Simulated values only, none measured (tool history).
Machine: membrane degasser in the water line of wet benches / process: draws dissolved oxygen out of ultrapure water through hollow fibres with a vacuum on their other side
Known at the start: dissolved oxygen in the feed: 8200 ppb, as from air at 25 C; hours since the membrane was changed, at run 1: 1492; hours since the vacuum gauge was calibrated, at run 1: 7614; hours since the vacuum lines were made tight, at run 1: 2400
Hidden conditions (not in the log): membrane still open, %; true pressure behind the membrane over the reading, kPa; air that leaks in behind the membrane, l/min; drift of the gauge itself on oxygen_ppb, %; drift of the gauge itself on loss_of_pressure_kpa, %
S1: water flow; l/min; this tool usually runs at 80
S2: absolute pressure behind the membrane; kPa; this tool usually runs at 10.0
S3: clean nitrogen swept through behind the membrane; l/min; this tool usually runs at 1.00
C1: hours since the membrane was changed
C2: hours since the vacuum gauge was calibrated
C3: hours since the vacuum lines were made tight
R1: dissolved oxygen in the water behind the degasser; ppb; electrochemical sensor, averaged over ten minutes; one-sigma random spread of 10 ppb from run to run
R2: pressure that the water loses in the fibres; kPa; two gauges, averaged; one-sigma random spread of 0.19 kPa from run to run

{"run": 1, "hour": 0.0, "S1": 80, "S2": 10.0, "S3": 1.0, "C1": 1492, "C2": 7614, "C3": 2400, "R1": 1023.3, "R2": 37.71}
{"hour": 35.4, "done": "vacuum gauge calibrated"}
{"run": 2, "hour": 100.7, "S1": 80, "S2": 10.0, "S3": 1.0, "C1": 1592, "C2": 65, "C3": 2500, "R1": 1027.3, "R2": 37.52}
{"run": 3, "hour": 163.3, "S1": 80, "S2": 10.0, "S3": 1.86, "C1": 1655, "C2": 128, "C3": 2562, "R1": 736.4, "R2": 37.4}
{"run": 4, "hour": 230.9, "S1": 80, "S2": 10.0, "S3": 1.0, "C1": 1722, "C2": 196, "C3": 2630, "R1": 1023.5, "R2": 37.49}
{"run": 5, "hour": 324.3, "S1": 80, "S2": 10.0, "S3": 1.0, "C1": 1816, "C2": 289, "C3": 2723, "R1": 1051.4, "R2": 37.44}
{"run": 6, "hour": 414.9, "S1": 80, "S2": 10.0, "S3": 1.0, "C1": 1906, "C2": 380, "C3": 2814, "R1": 1033.4, "R2": 37.48}
{"run": 7, "hour": 509.3, "S1": 80, "S2": 10.0, "S3": 1.0, "C1": 2001, "C2": 474, "C3": 2908, "R1": 1016.8, "R2": 37.23}
{"run": 8, "hour": 561.9, "S1": 80, "S2": 10.0, "S3": 0.43, "C1": 2053, "C2": 526, "C3": 2961, "R1": 1511.7, "R2": 37.48}
{"run": 9, "hour": 663.1, "S1": 81, "S2": 10.0, "S3": 1.0, "C1": 2155, "C2": 628, "C3": 3062, "R1": 1035.3, "R2": 37.83}
{"run": 10, "hour": 768.5, "S1": 81, "S2": 10.0, "S3": 1.0, "C1": 2260, "C2": 733, "C3": 3167, "R1": 1031.6, "R2": 37.93}
{"run": 11, "hour": 834.5, "S1": 81, "S2": 10.0, "S3": 1.0, "C1": 2326, "C2": 799, "C3": 3233, "R1": 1032.8, "R2": 37.76}
{"run": 12, "hour": 927.1, "S1": 110, "S2": 7.6, "S3": 1.13, "C1": 2419, "C2": 892, "C3": 3326, "R1": 949.3, "R2": 51.61}
{"run": 13, "hour": 1008.6, "S1": 98, "S2": 21.1, "S3": 1.0, "C1": 2500, "C2": 973, "C3": 3408, "R1": 2353.4, "R2": 45.81}
{"run": 14, "hour": 1057.8, "S1": 98, "S2": 21.1, "S3": 1.0, "C1": 2549, "C2": 1022, "C3": 3457, "R1": 2372.0, "R2": 46.3}

What does the tool deliver on the next run?
{"run": 15, "hour": 1135.2, "S1": 98, "S2": 21.1, "S3": 1.0, "C1": 2627, "C2": 1100, "C3": 3534, "R1": "?", "R2": "?"}

R1: 2383.7 ppb
R2: 45.98 kPa
The same run, on a tool lacking any hidden state, would have yielded R1 2383.4 ppb, R2 45.96 kPa.

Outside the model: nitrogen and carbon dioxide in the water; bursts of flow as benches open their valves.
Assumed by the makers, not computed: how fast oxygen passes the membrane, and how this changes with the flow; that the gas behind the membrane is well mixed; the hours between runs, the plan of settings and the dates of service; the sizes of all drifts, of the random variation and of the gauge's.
